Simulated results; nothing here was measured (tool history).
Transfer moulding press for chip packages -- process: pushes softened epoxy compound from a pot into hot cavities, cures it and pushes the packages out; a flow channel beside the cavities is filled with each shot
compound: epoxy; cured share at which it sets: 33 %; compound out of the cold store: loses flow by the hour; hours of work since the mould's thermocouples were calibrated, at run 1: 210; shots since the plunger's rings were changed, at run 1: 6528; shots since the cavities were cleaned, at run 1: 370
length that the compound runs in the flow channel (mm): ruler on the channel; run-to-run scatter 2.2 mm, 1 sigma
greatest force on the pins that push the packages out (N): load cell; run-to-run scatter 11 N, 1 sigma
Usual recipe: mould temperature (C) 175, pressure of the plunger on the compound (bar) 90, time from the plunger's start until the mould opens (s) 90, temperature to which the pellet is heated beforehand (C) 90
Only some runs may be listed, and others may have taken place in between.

run   hour  mould temperature (C)  pressure of the plunger on the compound (bar)  time from the plunger's start until the mould opens (s)  temperature to which the pellet is heated beforehand (C)  hours of work since the mould's thermocouples were calibrated  shots since the plunger's rings were changed  shots since the cavities were cleaned  incoming compound's hours out of the cold store  length that the compound runs in the flow channel (mm)  greatest force on the pins that push the packages out (N)
  1      0                    175                                             90                                                       90                                                        90                                                            210                                          6528                                    370                                              8.6                                                     583                                                        711
       4.3  -- cavities cleaned with cleaning compound and waxed
  2      9                    175                                             90                                                       90                                                        90                                                            215                                          6638                                     69                                             41.4                                                     535                                                        562
  3   20.1                    175                                             90                                                       90                                                        90                                                            223                                          6801                                    232                                             16.2                                                     574                                                        639
  4   27.1                    175                                             90                                                       96                                                        90                                                            227                                          6904                                    335                                             27.7                                                     553                                                        587
      33.6  -- cavities cleaned with cleaning compound and waxed
      38.2  -- plunger's sealing rings changed
  5   43.2                    175                                             90                                                       96                                                        90                                                            236                                            73                                    104                                             21.1                                                     596                                                        515
  6   50.4                    175                                             90                                                       96                                                        90                                                            240                                           179                                    210                                              9.9                                                     617                                                        579
  7   59.3                    175                                             90                                                       96                                                        90                                                            246                                           309                                    340                                               16                                                     609                                                        629
      65.3  -- cavities cleaned with cleaning compound and waxed
  8   66.9                    175                                             90                                                       72                                                        90                                                            251                                           398                                     22                                             30.5                                                     586                                                        864
  9   77.3                    175                                             90                                                       72                                                        82                                                            258                                           552                                    176                                               12                                                     610                                                       1051
 10   86.2                    175                                             90                                                       90                                                        90                                                            264                                           683                                    307                                             11.6                                                     612                                                        665
      94.7  -- cavities cleaned with cleaning compound and waxed
 11   98.4                    175                                             90                                                      107                                                        90                                                            271                                           839                                     54                                             33.2                                                     575                                                        443
 12  109.2                    175                                             90                                                       90                                                        90                                                            278                                           998                                    213                                             14.5                                                     599                                                        639
 13  121.4                    175                                             90                                                       90                                                       100                                                            287                                          1177                                    392                                             20.8                                                     593                                                        681
     123.9  -- cavities cleaned with cleaning compound and waxed
 14  136.5                    175                                             90                                                       90                                                        90                                                            296                                          1377                                    185                                             12.7                                                     605                                                        611
 15  150.3                    175                                             90                                                       73                                                        82                                                            305                                          1579                                    387                                               35                                                     572                                                       1103
     153.3  -- cavities cleaned with cleaning compound and waxed
 16  163.3                    175                                             90                                                       73                                                        82                                                            313                                          1749                                    148                                             35.3                                                     567                                                        929
 17  174.1                    170                                             90                                                      107                                                        93                                                            321                                          1907                                    306                                             15.1                                                     614                                                        640
     182.8  -- cavities cleaned with cleaning compound and waxed
 18    188                    170                                             90                                                      107                                                        93                                                            329                                          2089                                     76                                               24                                                     601                                                        550
 19  197.8                    170                                             90                                                      107                                                        93                                                            336                                          2233                                    220                                             11.2                                                     620                                                        604
 20  208.5                    173                                          104.4                                                       72                                                        90                                                            343                                          2390                                    377                                             42.1                                                     606                                                       1246
     212.5  -- cavities cleaned with cleaning compound and waxed
 21  216.7                    170                                           73.8                                                      114                                                        97                                                            347                                          2488                                     62                                             38.8                                                     520                                                        504
 22  224.2                    170                                           73.8                                                      114                                                        97                                                            353                                          2598                                    172                                             29.2                                                     533                                                        534
 23  238.1                    175                                          105.3                                                       75                                                        91                                                            362                                          2802                                    376                                             21.5                                                     633                                                        985
     241.7  -- cavities cleaned with cleaning compound and waxed
 24  246.9                    181                                           74.2                                                       90                                                        90                                                            367                                          2910                                     77                                             23.9                                                     510                                                        458
 25  260.6                    181                                           74.2                                                       90                                                        90                                                            376                                          3111                                    278                                             11.1                                                     527                                                        514
 26  267.2                    170                                             90                                                       90                                                        90                                                            381                                          3207                                    374                                              8.9                                                     620                                                        960
     271.5  -- cavities cleaned with cleaning compound and waxed
 27  274.3                    175                                             90                                                       90                                                        92                                                            385                                          3290                                     42                                             28.6                                                     571                                                        527

Branching from run 27: 5 alternative next runs. What would each branch give?
  A  282.8                    175                                             90                                                       90                                                        97                                                            390                                          3414                                    166                                             37.2                                                       ?                                                          ?
  B  282.8                    175                                           78.7                                                       71                                                        86                                                            390                                          3414                                    166                                             47.6                                                       ?                                                          ?
  C  282.8                    179                                           99.8                                                       90                                                        86                                                            390                                          3414                                    166                                             45.8                                                       ?                                                          ?
  D  282.8                    177                                             80                                                       90                                                        92                                                            390                                          3414                                    166                                             14.8                                                       ?                                                          ?
  E  282.8                    173                                           88.7                                                       88                                                        92                                                            390                                          3414                                    166                                             37.2                                                       ?                                                          ?

run  length that the compound runs in the flow channel (mm)  greatest force on the pins that push the packages out (N)
  A                                                     557                                                        556
  B                                                     511                                                        985
  C                                                     566                                                        496
  D                                                     554                                                        539
  E                                                     562                                                        664
Take away the tool's hidden state, keep each run's random variation, and the runs would have read:
run  length that the compound runs in the flow channel (mm)  greatest force on the pins that push the packages out (N)
  A                                                     577                                                        485
  B                                                     530                                                        879
  C                                                     586                                                        426
  D                                                     575                                                        468
  E                                                     583                                                        587
